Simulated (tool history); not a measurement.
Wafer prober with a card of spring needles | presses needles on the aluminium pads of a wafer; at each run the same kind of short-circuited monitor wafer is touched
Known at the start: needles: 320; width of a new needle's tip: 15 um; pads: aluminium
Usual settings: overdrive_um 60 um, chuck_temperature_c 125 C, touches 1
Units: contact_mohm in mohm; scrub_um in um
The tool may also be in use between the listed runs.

run,day,overdrive_um,chuck_temperature_c,touches,contact_mohm,scrub_um
1,0,60,125,1,360,7.88
# day 0.325: tips cleaned on abrasive film
2,0.583,60,125,1,320,7.86
3,0.933,60,125,1,364,7.83
# day 1.208: tips cleaned on abrasive film
4,1.7,60,125,1,344,7.86
# day 2.1: tips cleaned on abrasive film
5,2.546,60,125,1,345,7.8
# day 2.983: tips cleaned on abrasive film
6,3.083,60,125,1,291,7.82
7,3.454,60,125,1,343,7.82
# day 3.875: tips cleaned on abrasive film
8,4.079,60,125,1,308,7.78
9,4.533,60,125,3,301,7.8
# day 4.796: tips cleaned on abrasive film
10,5.35,72,61,3,262,9.37
# day 5.667: tips cleaned on abrasive film
11,6.175,60,125,2,321,7.74
# day 6.546: tips cleaned on abrasive film
12,6.546,60,125,2,269,7.74
13,7.383,60,125,1,405,7.77
# day 7.442: tips cleaned on abrasive film
14,8.092,49,87,1,453,6.3
# day 8.342: tips cleaned on abrasive film
15,8.825,49,87,1,415,6.27
16,9.175,60,54,1,408,7.72
# day 9.258: tips cleaned on abrasive film
17,9.908,63,37,3,278,8.11

Forecast each of these 3 alternatives for the next run:
# day 10.125: tips cleaned on abrasive film
# day 10.583: height of the first contact set anew
A,10.583,54,33,2,?,?
# day 10.125: tips cleaned on abrasive film
# day 10.583: height of the first contact set anew
B,10.583,60,28,1,?,?
# day 10.125: tips cleaned on abrasive film
# day 10.583: height of the first contact set anew
C,10.583,44,48,2,?,?

run,contact_mohm,scrub_um
A,308,7.16
B,334,7.98
C,349,5.85
Without the tool's hidden state the same runs would have given:
run,contact_mohm,scrub_um
A,234,7.16
B,231,7.98
C,242,5.85
